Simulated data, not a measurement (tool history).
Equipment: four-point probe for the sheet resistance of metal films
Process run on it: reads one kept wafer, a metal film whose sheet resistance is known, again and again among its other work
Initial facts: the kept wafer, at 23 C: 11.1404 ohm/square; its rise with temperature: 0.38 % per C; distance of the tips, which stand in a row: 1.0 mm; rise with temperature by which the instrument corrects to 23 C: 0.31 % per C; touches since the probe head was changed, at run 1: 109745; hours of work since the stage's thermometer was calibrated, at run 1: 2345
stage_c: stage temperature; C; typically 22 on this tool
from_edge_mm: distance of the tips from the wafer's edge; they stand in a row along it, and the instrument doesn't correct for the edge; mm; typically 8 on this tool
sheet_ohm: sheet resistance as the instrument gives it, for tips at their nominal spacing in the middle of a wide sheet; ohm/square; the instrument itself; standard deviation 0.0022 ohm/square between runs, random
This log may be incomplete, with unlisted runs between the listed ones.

| run | hour | stage_c | from_edge_mm | touches since the probe head was changed | hours of work since the stage's thermometer was calibrated | sheet_ohm |
|---|---|---|---|---|---|---|
| 1 | 0.0 | 22 | 8 | 109745 | 2345 | 11.101083 |
| 2 | 68.0 | 22 | 8 | 112758 | 2395 | 11.095653 |
| 3 | 139.3 | 22 | 53 | 115917 | 2447 | 11.004110 |
| 4 | 196.1 | 22 | 7 | 118436 | 2489 | 11.126983 |
| 5 | 261.5 | 22 | 8 | 121337 | 2537 | 11.092052 |
| 6 | 322.1 | 24 | 8 | 124020 | 2582 | 11.105902 |
| 7 | 379.9 | 24 | 8 | 126581 | 2624 | 11.104744 |
| 8 | 467.7 | 19 | 8 | 130474 | 2688 | 11.061431 |
| 9 | 546.6 | 19 | 8 | 133972 | 2746 | 11.062206 |
| 10 | 589.8 | 19 | 8 | 135886 | 2778 | 11.060696 |
| 11 | 643.9 | 19 | 11 | 138284 | 2818 | 11.015792 |

Run 12 comes next. What will it give?
| 12 | 715.9 | 28 | 27 | 141475 | 2871 | ? |

sheet_ohm: 11.042458 ohm/square
Were there no unlogged condition in the tool, this run, its random variation unchanged, would have produced sheet_ohm 11.187003 ohm/square.
